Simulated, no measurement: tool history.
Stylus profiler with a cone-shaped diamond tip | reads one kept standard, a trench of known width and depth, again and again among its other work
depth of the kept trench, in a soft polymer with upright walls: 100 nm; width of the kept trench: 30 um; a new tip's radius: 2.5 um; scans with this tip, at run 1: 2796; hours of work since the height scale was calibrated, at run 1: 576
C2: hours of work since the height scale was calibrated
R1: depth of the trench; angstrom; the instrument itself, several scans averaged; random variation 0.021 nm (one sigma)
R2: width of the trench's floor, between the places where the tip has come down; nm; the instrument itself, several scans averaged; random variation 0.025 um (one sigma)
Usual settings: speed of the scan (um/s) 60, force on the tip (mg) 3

run 1 hour=0 | speed_of_the_scan_(um/s)=60 force_on_the_tip_(mg)=3 | scans_with_this_tip=2796 C2=576 | R1=1016.4 R2=28360
run 2 hour=41.7 | speed_of_the_scan_(um/s)=60 force_on_the_tip_(mg)=3.7 | scans_with_this_tip=2923 C2=602 | R1=1019.2 R2=28390
run 3 hour=84.5 | speed_of_the_scan_(um/s)=60 force_on_the_tip_(mg)=3.7 | scans_with_this_tip=3053 C2=629 | R1=1019.4 R2=28370
run 4 hour=117.6 | speed_of_the_scan_(um/s)=60 force_on_the_tip_(mg)=3.7 | scans_with_this_tip=3154 C2=650 | R1=1019.1 R2=28350
run 5 hour=139.9 | speed_of_the_scan_(um/s)=60 force_on_the_tip_(mg)=3.7 | scans_with_this_tip=3222 C2=664 | R1=1018.9 R2=28400
run 6 hour=162.2 | speed_of_the_scan_(um/s)=60 force_on_the_tip_(mg)=3.7 | scans_with_this_tip=3290 C2=678 | R1=1019 R2=28370
run 7 hour=203.5 | speed_of_the_scan_(um/s)=60 force_on_the_tip_(mg)=3.7 | scans_with_this_tip=3415 C2=704 | R1=1018.9 R2=28400
run 8 hour=224.3 | speed_of_the_scan_(um/s)=60 force_on_the_tip_(mg)=3.7 | scans_with_this_tip=3478 C2=717 | R1=1019.2 R2=28350
run 9 hour=262.1 | speed_of_the_scan_(um/s)=40 force_on_the_tip_(mg)=4.33 | scans_with_this_tip=3593 C2=741 | R1=1021.2 R2=28440
run 10 hour=304.4 | speed_of_the_scan_(um/s)=66 force_on_the_tip_(mg)=2.05 | scans_with_this_tip=3722 C2=767 | R1=1012.4 R2=28280
run 11 hour=337.4 | speed_of_the_scan_(um/s)=40 force_on_the_tip_(mg)=1.24 | scans_with_this_tip=3822 C2=788 | R1=1008.2 R2=28320
run 12 hour=382.9 | speed_of_the_scan_(um/s)=102 force_on_the_tip_(mg)=1.49 | scans_with_this_tip=3961 C2=816 | R1=1009.4 R2=28050
run 13 hour=431 | speed_of_the_scan_(um/s)=64 force_on_the_tip_(mg)=3.19 | scans_with_this_tip=4107 C2=846 | R1=1016.7 R2=28280

The next listed run, before its measurement:
run 14 hour=459 | speed_of_the_scan_(um/s)=220 force_on_the_tip_(mg)=2.3 | scans_with_this_tip=4192 C2=864 | R1=? R2=?

{"run 14": {"R1": 1012.8, "R2": 27680}}
Without the tool's hidden state the same run would have given R1 1014.7 angstrom, R2 27730 nm.
